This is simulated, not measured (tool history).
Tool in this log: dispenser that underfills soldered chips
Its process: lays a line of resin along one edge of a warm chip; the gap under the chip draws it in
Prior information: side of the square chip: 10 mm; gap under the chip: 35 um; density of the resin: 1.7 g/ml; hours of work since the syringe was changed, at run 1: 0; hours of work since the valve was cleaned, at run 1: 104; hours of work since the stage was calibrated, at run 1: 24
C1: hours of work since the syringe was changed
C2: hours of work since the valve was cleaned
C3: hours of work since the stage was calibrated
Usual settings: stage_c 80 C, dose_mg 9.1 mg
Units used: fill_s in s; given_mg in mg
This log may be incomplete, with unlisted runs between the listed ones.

Run 1, hour 0: usual settings; C1 0; C2 104; C3 24. Result: fill_s 128.2 s, given_mg 8.62 mg.
Run 2, hour 4.3: usual settings; C1 3; C2 107; C3 26. Result: fill_s 161.3 s, given_mg 8.66 mg.
Run 3, hour 7.4: usual settings; C1 5; C2 109; C3 28. Result: fill_s 190.7 s, given_mg 8.5 mg.
At hour 9.7: new syringe of resin.
Run 4, hour 11.5: usual settings; C1 1; C2 112; C3 31. Result: fill_s 143.7 s, given_mg 8.55 mg.
At hour 14.4: dispensing valve cleaned and set on the balance.
Run 5, hour 15.9: usual settings; C1 3; C2 1; C3 33. Result: fill_s 167.9 s, given_mg 9.07 mg.
At hour 20.6: new syringe of resin.
Run 6, hour 20.6: usual settings; C1 0; C2 4; C3 36. Result: fill_s 126.9 s, given_mg 9.03 mg.
Run 7, hour 23.2: usual settings; C1 2; C2 6; C3 38. Result: fill_s 146.4 s, given_mg 9.01 mg.
Run 8, hour 26.9: usual settings; C1 4; C2 8; C3 40. Result: fill_s 181 s, given_mg 9 mg.
Run 9, hour 29.4: usual settings but stage_c 78 C; C1 6; C2 10; C3 42. Result: fill_s 222 s, given_mg 9.02 mg.
At hour 30.4: new syringe of resin.
Run 10, hour 32.9: usual settings but stage_c 78 C, dose_mg 11.4 mg; C1 2; C2 12; C3 44. Result: fill_s 157.5 s, given_mg 11.33 mg.
Run 11, hour 35.8: usual settings but stage_c 78 C, dose_mg 8.06 mg; C1 4; C2 14; C3 46. Result: fill_s 189.4 s, given_mg 8.03 mg.
Run 12, hour 39.3: usual settings but dose_mg 8.86 mg; C1 6; C2 16; C3 48. Result: fill_s 205.5 s, given_mg 8.79 mg.
At hour 40.1: new syringe of resin.
Run 13, hour 44.7: usual settings but dose_mg 8.86 mg; C1 3; C2 19; C3 51. Result: fill_s 168.7 s, given_mg 8.8 mg.
Run 14, hour 47.9: usual settings but dose_mg 8.86 mg; C1 5; C2 21; C3 53. Result: fill_s 195.6 s, given_mg 8.8 mg.
At hour 49.9: new syringe of resin.
Run 15, hour 52.5: usual settings; C1 2; C2 24; C3 56. Result: fill_s 151.1 s, given_mg 9.07 mg.
Run 16, hour 56.6: usual settings but stage_c 83 C; C1 4; C2 27; C3 59. Result: fill_s 163.1 s, given_mg 8.89 mg.
Run 17, hour 58.8: usual settings but dose_mg 10.77 mg; C1 6; C2 28; C3 60. Result: fill_s 204.9 s, given_mg 10.61 mg.
At hour 59.6: new syringe of resin.
Run 18, hour 63.9: usual settings but dose_mg 10.77 mg; C1 3; C2 31; C3 63. Result: fill_s 156.8 s, given_mg 10.61 mg.
Run 19, hour 66.1: usual settings but stage_c 77 C, dose_mg 9.82 mg; C1 4; C2 33; C3 65. Result: fill_s 202.7 s, given_mg 9.64 mg.
At hour 69.7: new syringe of resin.
Run 20, hour 71.3: usual settings but stage_c 77 C, dose_mg 9.82 mg; C1 1; C2 36; C3 68. Result: fill_s 154.5 s, given_mg 9.65 mg.
Run 21, hour 74.3: usual settings but stage_c 86 C, dose_mg 7.78 mg; C1 3; C2 38; C3 70. Result: fill_s 133.1 s, given_mg 7.64 mg.
At hour 79.6: new syringe of resin.
Run 22, hour 79.8: usual settings but stage_c 69 C, dose_mg 8.12 mg; C1 0; C2 41; C3 73. Result: fill_s 207.6 s, given_mg 7.94 mg.
Run 23, hour 84.9: usual settings but stage_c 66 C, dose_mg 9.01 mg; C1 3; C2 45; C3 77. Result: fill_s 304.4 s, given_mg 8.89 mg.
Run 24, hour 88: usual settings but stage_c 66 C, dose_mg 10.91 mg; C1 5; C2 47; C3 79. Result: fill_s 354.8 s, given_mg 10.67 mg.
At hour 89.2: new syringe of resin.
Run 25, hour 92.4: usual settings but stage_c 66 C, dose_mg 10.91 mg; C1 2; C2 49; C3 81. Result: fill_s 272.9 s, given_mg 10.64 mg.
Run 26, hour 97.5: usual settings but stage_c 66 C, dose_mg 10.91 mg; C1 5; C2 53; C3 85. Result: fill_s 356.6 s, given_mg 10.6 mg.
At hour 98.9: new syringe of resin.
Run 27, hour 101.9: usual settings but stage_c 93 C, dose_mg 11.67 mg; C1 2; C2 55; C3 87. Result: fill_s 87.7 s, given_mg 11.36 mg.
Run 28, hour 107: usual settings but stage_c 70 C, dose_mg 11.74 mg; C1 5; C2 59; C3 91. Result: fill_s 287.1 s, given_mg 11.35 mg.
At hour 108.7: new syringe of resin.
Run 29, hour 111: usual settings but stage_c 78 C, dose_mg 8.48 mg; C1 1; C2 61; C3 93. Result: fill_s 156.1 s, given_mg 8.12 mg.
Run 30, hour 116.4: usual settings but stage_c 78 C, dose_mg 8.48 mg; C1 5; C2 64; C3 97. Result: fill_s 206.1 s, given_mg 8.22 mg.
At hour 118.5: new syringe of resin.
Run 31, hour 119.9: usual settings but stage_c 81 C, dose_mg 8.58 mg; C1 1; C2 67; C3 99. Result: fill_s 132.1 s, given_mg 8.29 mg.
Run 32, hour 123.4: usual settings but stage_c 81 C, dose_mg 8.58 mg; C1 3; C2 69; C3 101. Result: fill_s 163.1 s, given_mg 8.22 mg.
At hour 128.2: new syringe of resin.
Run 33, hour 128.6: usual settings but stage_c 81 C, dose_mg 8.58 mg; C1 0; C2 72; C3 104. Result: fill_s 126.9 s, given_mg 8.21 mg.

How would selected steps in fill_s from run to run divide? Give the signed amount a tool lacking its hidden state would still show from settings, what came in and random variation, and the signed amount left for the hidden state, including any gauge scatter that is not in both of the compared results.
The hidden state here: resin's viscosity, % of fresh resin's; dose that the valve gives, % of what is set; true chip temperature over the reading, C; drift of the gauge itself on fill_s, %; drift of the gauge itself on given_mg, %.
Run 24 -> 25: new syringe of resin. fill_s -81.9 s: hidden state -86.4, all else +4.5.
Run 26 -> 27: stage_c 66 -> 93, dose_mg 10.91 -> 11.67, new syringe of resin. fill_s -268.9 s: hidden state -116.2, all else -152.7.
Run 27 -> 28: stage_c 93 -> 70, dose_mg 11.67 -> 11.74. fill_s +199.4 s: hidden state +88.8, all else +110.6.
Run 28 -> 29: stage_c 70 -> 78, dose_mg 11.74 -> 8.48, new syringe of resin. fill_s -131 s: hidden state -86.2, all else -44.8.
